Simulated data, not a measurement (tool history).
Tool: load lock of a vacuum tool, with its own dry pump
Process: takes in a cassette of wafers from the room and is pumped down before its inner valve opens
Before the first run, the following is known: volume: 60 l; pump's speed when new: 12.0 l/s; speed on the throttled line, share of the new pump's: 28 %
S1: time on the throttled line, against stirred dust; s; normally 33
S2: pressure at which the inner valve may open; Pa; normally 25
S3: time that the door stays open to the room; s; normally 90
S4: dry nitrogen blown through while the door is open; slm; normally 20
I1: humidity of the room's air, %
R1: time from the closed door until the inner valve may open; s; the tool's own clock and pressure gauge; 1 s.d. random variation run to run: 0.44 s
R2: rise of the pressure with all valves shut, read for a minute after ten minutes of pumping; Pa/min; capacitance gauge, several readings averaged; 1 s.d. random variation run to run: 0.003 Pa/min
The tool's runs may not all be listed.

| run | day | S1 | S2 | S3 | S4 | I1 | R1 | R2 |
|---|---|---|---|---|---|---|---|---|
| 1 | 0.000 | 33 | 25 | 90 | 20 | 43.8 | 65.9 | 0.035 |
| 2 | 5.496 | 33 | 25 | 90 | 20 | 40.3 | 65.2 | 0.032 |
| 3 | 9.821 | 33 | 25 | 90 | 20 | 47.0 | 65.4 | 0.039 |
| 4 | 12.558 | 33 | 25 | 90 | 20 | 47.4 | 65.9 | 0.041 |
| 5 | 18.633 | 33 | 25 | 90 | 20 | 44.7 | 65.9 | 0.035 |
| 6 | 21.650 | 33 | 25 | 90 | 20 | 46.1 | 65.4 | 0.039 |
| 7 | 25.742 | 33 | 25 | 90 | 20 | 43.7 | 65.1 | 0.038 |
|  | 26.629 | dry pump taken out, an overhauled one fitted |
| 8 | 30.158 | 33 | 25 | 90 | 20 | 46.5 | 65.3 | 0.039 |
| 9 | 34.938 | 33 | 25 | 90 | 20 | 45.0 | 64.5 | 0.037 |
| 10 | 37.792 | 33 | 25 | 90 | 20 | 45.2 | 65.6 | 0.042 |
| 11 | 40.483 | 33 | 25 | 90 | 20 | 45.5 | 65.2 | 0.034 |
| 12 | 43.517 | 33 | 25 | 90 | 20 | 48.3 | 65.3 | 0.042 |
| 13 | 48.617 | 33 | 25 | 90 | 20 | 44.8 | 66.6 | 0.035 |
| 14 | 53.888 | 33 | 25 | 90 | 20 | 41.8 | 65.1 | 0.029 |
| 15 | 58.392 | 33 | 25 | 90 | 20 | 46.0 | 65.3 | 0.034 |
| 16 | 63.154 | 33 | 25 | 90 | 20 | 45.6 | 65.5 | 0.040 |
| 17 | 65.962 | 33 | 25 | 90 | 20 | 41.9 | 64.8 | 0.024 |
| 18 | 71.921 | 35 | 25 | 90 | 20 | 44.8 | 66.9 | 0.040 |
| 19 | 76.992 | 35 | 25 | 90 | 20 | 46.1 | 66.3 | 0.037 |
| 20 | 80.783 | 33 | 48 | 36 | 33 | 45.3 | 62.1 | 0.012 |
| 21 | 84.508 | 43 | 25 | 60 | 20 | 46.1 | 72.8 | 0.027 |
| 22 | 90.092 | 56 | 25 | 90 | 20 | 45.5 | 82.0 | 0.039 |
| 23 | 92.946 | 23 | 25 | 151 | 7 | 42.8 | 58.1 | 0.086 |
| 24 | 95.612 | 23 | 25 | 151 | 7 | 44.3 | 57.6 | 0.089 |
| 25 | 99.304 | 33 | 25 | 90 | 27 | 45.4 | 65.4 | 0.028 |
| 26 | 102.450 | 33 | 25 | 90 | 27 | 44.9 | 66.0 | 0.032 |
| 27 | 106.325 | 33 | 25 | 90 | 27 | 42.8 | 64.7 | 0.030 |
| 28 | 109.692 | 61 | 25 | 198 | 32 | 45.3 | 85.2 | 0.044 |
| 29 | 114.646 | 33 | 50 | 176 | 20 | 45.5 | 62.3 | 0.056 |
| 30 | 119.350 | 25 | 50 | 188 | 20 | 47.5 | 55.5 | 0.061 |
| 31 | 124.383 | 25 | 50 | 188 | 20 | 48.9 | 56.6 | 0.068 |
| 32 | 129.967 | 25 | 50 | 188 | 20 | 42.5 | 56.1 | 0.064 |
| 33 | 133.242 | 25 | 50 | 188 | 20 | 44.1 | 56.5 | 0.054 |

Predict the results of run 34:
| 34 | 139.262 | 27 | 40 | 90 | 10 | 43.3 | ? | ? |

{"run 34": {"R1": 58.4, "R2": 0.046}}
Take away the tool's hidden state, keep the run-to-run variation as it was, and the same run would have given R1 58.4 s, R2 0.045 Pa/min.
